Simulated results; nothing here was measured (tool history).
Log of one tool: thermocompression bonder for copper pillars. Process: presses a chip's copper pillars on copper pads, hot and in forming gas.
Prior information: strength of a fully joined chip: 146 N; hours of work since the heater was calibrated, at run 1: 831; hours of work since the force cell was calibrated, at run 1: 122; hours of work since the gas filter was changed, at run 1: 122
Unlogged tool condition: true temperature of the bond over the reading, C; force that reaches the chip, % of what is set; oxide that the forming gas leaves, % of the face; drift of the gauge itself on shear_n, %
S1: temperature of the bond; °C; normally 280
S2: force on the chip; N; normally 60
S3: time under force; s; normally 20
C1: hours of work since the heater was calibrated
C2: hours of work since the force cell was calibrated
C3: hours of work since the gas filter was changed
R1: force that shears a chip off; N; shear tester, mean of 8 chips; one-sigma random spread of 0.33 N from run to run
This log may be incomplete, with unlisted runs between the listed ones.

run	day	S1	S2	S3	C1	C2	C3	R1
1	0.000	280	60	20	831	122	122	62.5
2	0.279	280	60	18	835	127	127	59.6
3	0.600	280	60	20	840	132	132	62.0
4	1.021	280	60	20	847	139	139	62.3
5	1.300	280	60	20	852	143	143	62.5
6	1.633	280	60	20	857	149	149	62.2
7	2.062	280	60	20	864	156	156	62.2
8	2.450	298	60	20	870	162	162	77.8
9	2.808	280	67	20	876	168	168	68.4
10	3.050	280	67	20	880	171	171	68.9
11	3.338	269	73	38	884	176	176	80.1
12	3.717	269	73	38	891	182	182	79.7
13	4.133	278	67	25	897	189	189	72.1
14	4.425	278	67	25	902	194	194	72.7
15	4.812	280	60	18	908	200	200	60.6
16	5.042	280	49	30	912	204	204	61.9
17	5.525	280	49	30	920	211	211	61.5
18	6.008	280	49	30	927	219	219	61.4
19	6.279	280	49	30	932	223	223	62.3

Below are 3 alternative next runs, each starting from the tool's condition after run 19. Predict each:
A	6.596	280	56	20	937	229	229	?
B	6.596	250	41	36	937	229	229	?
C	6.596	283	49	27	937	229	229	?

run	R1
A	59.2
B	36.0
C	62.0
Stripped of hidden state, with their random variation kept, the same runs would have yielded:
run	R1
A	58.6
B	35.7
C	61.5

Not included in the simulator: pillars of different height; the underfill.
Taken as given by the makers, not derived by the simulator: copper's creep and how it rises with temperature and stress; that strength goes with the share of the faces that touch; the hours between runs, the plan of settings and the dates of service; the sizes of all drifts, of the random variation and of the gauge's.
